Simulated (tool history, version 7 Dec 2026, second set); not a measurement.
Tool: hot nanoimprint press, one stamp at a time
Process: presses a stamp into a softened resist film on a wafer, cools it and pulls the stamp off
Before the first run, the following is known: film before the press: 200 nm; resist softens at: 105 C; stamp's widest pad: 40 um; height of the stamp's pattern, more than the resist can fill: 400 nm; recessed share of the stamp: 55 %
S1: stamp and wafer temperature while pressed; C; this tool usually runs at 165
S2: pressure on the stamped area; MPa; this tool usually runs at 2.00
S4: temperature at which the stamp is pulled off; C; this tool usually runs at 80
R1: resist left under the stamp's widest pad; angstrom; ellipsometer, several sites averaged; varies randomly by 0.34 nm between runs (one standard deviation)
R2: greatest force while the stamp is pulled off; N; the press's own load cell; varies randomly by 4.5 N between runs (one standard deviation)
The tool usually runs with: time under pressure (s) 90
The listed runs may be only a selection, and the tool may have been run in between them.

run 1 hour=0.0 | S1=165 S2=2.00 time_under_pressure_(s)=90 S4=80 | R1=942 R2=247
run 2 hour=21.5 | S1=165 S2=2.00 time_under_pressure_(s)=101 S4=80 | R1=902 R2=252
run 3 hour=43.2 | S1=165 S2=2.00 time_under_pressure_(s)=101 S4=80 | R1=894 R2=267
run 4 hour=69.7 | S1=165 S2=2.00 time_under_pressure_(s)=90 S4=84 | R1=934 R2=251
-- hour=84.3 plate thermocouple calibrated
run 5 hour=95.3 | S1=160 S2=2.00 time_under_pressure_(s)=90 S4=80 | R1=1043 R2=268
run 6 hour=118.3 | S1=165 S2=2.00 time_under_pressure_(s)=90 S4=80 | R1=891 R2=264
run 7 hour=145.1 | S1=165 S2=2.00 time_under_pressure_(s)=90 S4=82 | R1=892 R2=271
-- hour=161.1 plate thermocouple calibrated, once more
run 8 hour=176.7 | S1=165 S2=2.00 time_under_pressure_(s)=90 S4=84 | R1=1000 R2=288
-- hour=195.7 press's hydraulic seals changed and the load cell set to zero
run 9 hour=198.6 | S1=165 S2=2.00 time_under_pressure_(s)=90 S4=86 | R1=973 R2=277
run 10 hour=224.3 | S1=165 S2=2.00 time_under_pressure_(s)=90 S4=86 | R1=981 R2=291
-- hour=241.8 stamp cleaned and given a new release coat
run 11 hour=258.4 | S1=165 S2=2.00 time_under_pressure_(s)=90 S4=86 | R1=976 R2=204
run 12 hour=276.8 | S1=165 S2=2.00 time_under_pressure_(s)=90 S4=86 | R1=977 R2=205
run 13 hour=309.6 | S1=165 S2=2.00 time_under_pressure_(s)=90 S4=86 | R1=976 R2=208
run 14 hour=341.2 | S1=162 S2=2.00 time_under_pressure_(s)=178 S4=80 | R1=832 R2=244
run 15 hour=361.2 | S1=172 S2=1.36 time_under_pressure_(s)=178 S4=80 | R1=720 R2=251
run 16 hour=393.8 | S1=172 S2=3.12 time_under_pressure_(s)=52 S4=81 | R1=779 R2=253
run 17 hour=415.7 | S1=172 S2=3.12 time_under_pressure_(s)=52 S4=81 | R1=776 R2=256
run 18 hour=429.7 | S1=175 S2=2.00 time_under_pressure_(s)=106 S4=80 | R1=665 R2=273
run 19 hour=454.5 | S1=171 S2=1.85 time_under_pressure_(s)=141 S4=75 | R1=697 R2=302
run 20 hour=482.5 | S1=171 S2=1.85 time_under_pressure_(s)=141 S4=75 | R1=699 R2=314
run 21 hour=507.9 | S1=159 S2=2.66 time_under_pressure_(s)=103 S4=75 | R1=982 R2=316
run 22 hour=533.0 | S1=154 S2=2.66 time_under_pressure_(s)=47 S4=75 | R1=1446 R2=323
run 23 hour=565.4 | S1=161 S2=2.54 time_under_pressure_(s)=75 S4=88 | R1=1046 R2=255

Pick out some run-to-run changes in R1. Of each, how much would a tool without hidden state show as well, from the settings, what came in and chance, and how much is left for the hidden state and any gauge scatter not in both results compared?
The hidden state here: true temperature over the reading, C; pressure that arrives at the usual setting, %; grip of the stamp's worn release coat, % over a new coat's; drift of the gauge itself on residual_nm, %; drift of the gauge itself on pull_off_n, %.
Run 4 -> 5: S1 165 -> 160, S4 84 -> 80, plate thermocouple calibrated. R1 +109 angstrom: hidden state -62, all else +171.
Run 7 -> 8: S4 82 -> 84, plate thermocouple calibrated, once more. R1 +108 angstrom: hidden state +115, all else -7.
Run 21 -> 22: S1 159 -> 154, time under pressure (s) 103 -> 47. R1 +464 angstrom: hidden state -2, all else +466.
Run 22 -> 23: S1 154 -> 161, S2 2.66 -> 2.54, time under pressure (s) 47 -> 75, S4 75 -> 88. R1 -400 angstrom: hidden state +0, all else -400.
